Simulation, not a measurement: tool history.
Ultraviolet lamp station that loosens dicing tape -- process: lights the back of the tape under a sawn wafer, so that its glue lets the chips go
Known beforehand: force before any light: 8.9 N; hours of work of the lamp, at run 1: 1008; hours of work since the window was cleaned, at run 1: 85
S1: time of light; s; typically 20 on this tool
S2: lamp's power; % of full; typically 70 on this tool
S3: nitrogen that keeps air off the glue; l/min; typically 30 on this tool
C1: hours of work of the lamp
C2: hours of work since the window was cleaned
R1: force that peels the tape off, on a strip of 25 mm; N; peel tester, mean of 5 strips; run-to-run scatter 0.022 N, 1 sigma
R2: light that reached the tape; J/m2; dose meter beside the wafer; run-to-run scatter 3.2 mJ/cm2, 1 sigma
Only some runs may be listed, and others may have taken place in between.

run,hour,S1,S2,S3,C1,C2,R1,R2
1,0.0,20,70,30,1008,85,1.089,4950
2,34.5,20,70,30,1024,101,1.120,5010
3,66.2,20,70,30,1038,116,1.050,5000
4,104.1,20,70,30,1056,134,1.062,5040
5,152.1,20,70,30,1078,156,1.083,4970
6,183.7,17,70,30,1093,171,1.450,4280
7,212.1,20,70,15,1106,184,1.799,4990
8,238.3,20,98,35,1119,196,0.411,7020
9,270.4,26,78,35,1133,211,0.378,7180
10,318.0,26,78,35,1156,233,0.393,7230
11,343.9,23,93,13,1168,245,0.940,7710
12,370.2,10,64,10,1180,258,4.916,2290
13,419.2,17,64,10,1203,280,3.217,3850

Consider 5 possible next runs. They are alternatives, not a sequence: every one starts from the tool as it was left by run 13. What does each give?
A,470.9,20,61,11,1227,304,?,?
B,470.9,13,70,30,1227,304,?,?
C,470.9,39,78,10,1227,304,?,?
D,470.9,12,62,29,1227,304,?,?
E,470.9,27,70,53,1227,304,?,?

run,R1,R2
A,2.616,4410
B,2.278,3260
C,0.557,10900
D,2.934,2670
E,0.299,6690
The same runs, with their run-to-run variation unchanged, on a tool lacking any hidden condition would have given:
run,R1,R2
A,2.609,4420
B,2.271,3270
C,0.554,10920
D,2.927,2670
E,0.297,6710
